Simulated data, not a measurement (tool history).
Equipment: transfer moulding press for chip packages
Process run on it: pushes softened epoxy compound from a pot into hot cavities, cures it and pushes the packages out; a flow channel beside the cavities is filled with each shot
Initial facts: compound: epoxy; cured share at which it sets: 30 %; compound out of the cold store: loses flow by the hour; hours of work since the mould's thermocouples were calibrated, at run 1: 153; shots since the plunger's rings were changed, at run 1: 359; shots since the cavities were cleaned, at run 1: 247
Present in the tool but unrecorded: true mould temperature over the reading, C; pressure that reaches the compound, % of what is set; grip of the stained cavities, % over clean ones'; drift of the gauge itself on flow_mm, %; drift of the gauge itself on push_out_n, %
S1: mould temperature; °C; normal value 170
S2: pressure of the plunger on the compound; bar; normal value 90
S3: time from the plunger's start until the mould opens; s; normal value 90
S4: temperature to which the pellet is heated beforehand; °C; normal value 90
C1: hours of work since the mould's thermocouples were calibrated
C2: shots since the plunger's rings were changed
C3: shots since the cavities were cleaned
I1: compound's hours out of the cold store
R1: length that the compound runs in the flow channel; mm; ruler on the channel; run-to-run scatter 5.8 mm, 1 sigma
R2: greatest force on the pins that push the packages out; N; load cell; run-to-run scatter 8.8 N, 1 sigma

{"run": 1, "day": 0.0, "S1": 170, "S2": 90, "S3": 90, "S4": 90, "C1": 153, "C2": 359, "C3": 247, "I1": 14, "R1": 686, "R2": 589}
{"day": 0.808, "done": "cavities cleaned with cleaning compound and waxed"}
{"run": 2, "day": 0.946, "S1": 170, "S2": 90, "S3": 90, "S4": 90, "C1": 166, "C2": 604, "C3": 38, "I1": 12.7, "R1": 678, "R2": 422}
{"run": 3, "day": 1.796, "S1": 170, "S2": 90, "S3": 90, "S4": 90, "C1": 178, "C2": 840, "C3": 274, "I1": 44.5, "R1": 583, "R2": 578}
{"run": 4, "day": 2.304, "S1": 170, "S2": 90, "S3": 90, "S4": 90, "C1": 185, "C2": 982, "C3": 416, "I1": 9.3, "R1": 686, "R2": 642}
{"day": 2.5, "done": "cavities cleaned with cleaning compound and waxed"}
{"run": 5, "day": 3.092, "S1": 170, "S2": 90, "S3": 90, "S4": 90, "C1": 195, "C2": 1184, "C3": 165, "I1": 41.5, "R1": 599, "R2": 498}
{"run": 6, "day": 3.958, "S1": 170, "S2": 90, "S3": 90, "S4": 97, "C1": 207, "C2": 1425, "C3": 406, "I1": 37, "R1": 600, "R2": 616}
{"day": 4.196, "done": "cavities cleaned with cleaning compound and waxed"}
{"run": 7, "day": 4.471, "S1": 170, "S2": 104.4, "S3": 90, "S4": 97, "C1": 214, "C2": 1550, "C3": 77, "I1": 11.9, "R1": 730, "R2": 472}
{"run": 8, "day": 5.233, "S1": 177, "S2": 90, "S3": 90, "S4": 90, "C1": 225, "C2": 1761, "C3": 288, "I1": 34.8, "R1": 592, "R2": 536}
{"day": 5.888, "done": "cavities cleaned with cleaning compound and waxed"}
{"run": 9, "day": 6.288, "S1": 177, "S2": 90, "S3": 90, "S4": 90, "C1": 239, "C2": 2037, "C3": 111, "I1": 8.4, "R1": 661, "R2": 420}
{"run": 10, "day": 7.15, "S1": 170, "S2": 90, "S3": 90, "S4": 90, "C1": 251, "C2": 2277, "C3": 351, "I1": 44.7, "R1": 568, "R2": 577}
{"day": 7.554, "done": "cavities cleaned with cleaning compound and waxed"}
{"run": 11, "day": 8.054, "S1": 170, "S2": 90, "S3": 90, "S4": 90, "C1": 263, "C2": 2511, "C3": 139, "I1": 44.1, "R1": 581, "R2": 499}
{"run": 12, "day": 8.975, "S1": 170, "S2": 88.1, "S3": 90, "S4": 90, "C1": 276, "C2": 2768, "C3": 396, "I1": 37.7, "R1": 585, "R2": 593}
{"day": 9.267, "done": "cavities cleaned with cleaning compound and waxed"}
{"run": 13, "day": 9.621, "S1": 170, "S2": 90, "S3": 90, "S4": 92, "C1": 284, "C2": 2929, "C3": 99, "I1": 22.4, "R1": 627, "R2": 467}
{"run": 14, "day": 10.542, "S1": 170, "S2": 90, "S3": 90, "S4": 92, "C1": 297, "C2": 3185, "C3": 355, "I1": 32.6, "R1": 599, "R2": 586}
{"day": 10.938, "done": "cavities cleaned with cleaning compound and waxed"}
{"run": 15, "day": 11.55, "S1": 165, "S2": 90, "S3": 90, "S4": 87, "C1": 310, "C2": 3448, "C3": 170, "I1": 31.1, "R1": 600, "R2": 642}

Forecast run 16:
{"run": 16, "day": 12.388, "S1": 170, "S2": 90, "S3": 87, "S4": 90, "C1": 322, "C2": 3681, "C3": 403, "I1": 17.6, "R1": "?", "R2": "?"}

Run 16 gave R1 622 mm, R2 652 N.
If the tool had no hidden condition, the same run with the same run-to-run variation would have returned R1 673 mm, R2 411 N.

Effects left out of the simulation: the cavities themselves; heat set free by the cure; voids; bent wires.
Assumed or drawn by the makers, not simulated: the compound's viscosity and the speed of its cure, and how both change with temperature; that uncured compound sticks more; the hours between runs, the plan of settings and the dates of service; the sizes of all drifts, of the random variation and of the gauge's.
